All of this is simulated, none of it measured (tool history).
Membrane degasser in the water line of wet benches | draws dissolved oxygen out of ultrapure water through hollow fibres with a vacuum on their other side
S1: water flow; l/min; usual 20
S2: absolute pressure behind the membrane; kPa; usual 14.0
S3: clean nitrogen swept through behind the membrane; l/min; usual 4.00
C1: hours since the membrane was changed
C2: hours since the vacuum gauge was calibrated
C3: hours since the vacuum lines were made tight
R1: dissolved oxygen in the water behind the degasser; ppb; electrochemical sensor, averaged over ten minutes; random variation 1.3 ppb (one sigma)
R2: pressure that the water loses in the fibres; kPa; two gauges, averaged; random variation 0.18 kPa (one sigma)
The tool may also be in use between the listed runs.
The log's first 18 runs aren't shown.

Run 19, day 122.296: usual settings but S2 22.2 kPa, S3 6.84 l/min; C1 10581; C2 366; C3 4879. Result: R1 155.9 ppb, R2 30.00 kPa.
At day 127.217: seals of the vacuum lines changed.
Run 20, day 127.429: usual settings but S1 17 l/min, S2 22.7 kPa, S3 6.65 l/min; C1 10702; C2 487; C3 5. Result: R1 134.0 ppb, R2 25.58 kPa.
Run 21, day 132.183: usual settings but S1 28 l/min, S2 18.1 kPa, S3 4.17 l/min; C1 10817; C2 601; C3 119. Result: R1 272.0 ppb, R2 41.89 kPa.
Run 22, day 137.500: usual settings but S1 15 l/min, S2 8.5 kPa, S3 3.07 l/min; C1 10944; C2 729; C3 247. Result: R1 72.6 ppb, R2 22.27 kPa.
Run 23, day 145.958: usual settings but S1 15 l/min, S2 8.5 kPa, S3 3.07 l/min; C1 11147; C2 932; C3 450. Result: R1 72.4 ppb, R2 22.58 kPa.
Run 24, day 151.962: usual settings but S2 12.8 kPa; C1 11291; C2 1076; C3 594. Result: R1 134.8 ppb, R2 29.84 kPa.
Run 25, day 157.017: usual settings but S1 17 l/min, S2 10.2 kPa, S3 2.99 l/min; C1 11413; C2 1197; C3 715. Result: R1 109.4 ppb, R2 25.43 kPa.
Run 26, day 163.383: usual settings but S1 27 l/min; C1 11565; C2 1350; C3 868. Result: R1 208.3 ppb, R2 40.24 kPa.
Run 27, day 171.854: usual settings but S1 27 l/min, S2 20.4 kPa; C1 11769; C2 1553; C3 1071. Result: R1 313.5 ppb, R2 39.68 kPa.
Run 28, day 179.492: usual settings but S1 27 l/min, S2 20.4 kPa; C1 11952; C2 1736; C3 1255. Result: R1 307.0 ppb, R2 39.99 kPa.
Run 29, day 187.421: usual settings but S1 21 l/min, S2 20.4 kPa, S3 4.77 l/min; C1 12142; C2 1927; C3 1445. Result: R1 200.6 ppb, R2 31.15 kPa.
Run 30, day 193.167: usual settings but S1 14 l/min, S2 22.6 kPa, S3 5.25 l/min; C1 12280; C2 2065; C3 1583. Result: R1 132.6 ppb, R2 20.92 kPa.
Run 31, day 197.733: usual settings but S1 19 l/min, S2 22.6 kPa, S3 3.58 l/min; C1 12390; C2 2174; C3 1692. Result: R1 260.5 ppb, R2 27.97 kPa.
Run 32, day 203.725: usual settings but S1 19 l/min, S2 22.6 kPa, S3 3.58 l/min; C1 12534; C2 2318; C3 1836. Result: R1 261.4 ppb, R2 28.28 kPa.

Forecast each of these 4 alternatives for the next run:
Run A, day 207.504: usual settings but S3 3.15 l/min; C1 12624; C2 2409; C3 1927. Result: R1 ?, R2 ?.
Run B, day 207.504: usual settings but S2 31.2 kPa, S3 3.51 l/min; C1 12624; C2 2409; C3 1927. Result: R1 ?, R2 ?.
Run C, day 207.504: usual settings but S3 10.58 l/min; C1 12624; C2 2409; C3 1927. Result: R1 ?, R2 ?.
Run D, day 207.504: usual settings but S2 15.5 kPa, S3 8.98 l/min; C1 12624; C2 2409; C3 1927. Result: R1 ?, R2 ?.

run     R1     R2
  A  181.2  29.54
  B  394.4  29.83
  C   70.4  29.45
  D   86.6  29.50
Without the tool's hidden state the same runs would have given:
run     R1     R2
  A  180.7  30.32
  B  393.9  30.60
  C   70.0  30.22
  D   86.2  30.27
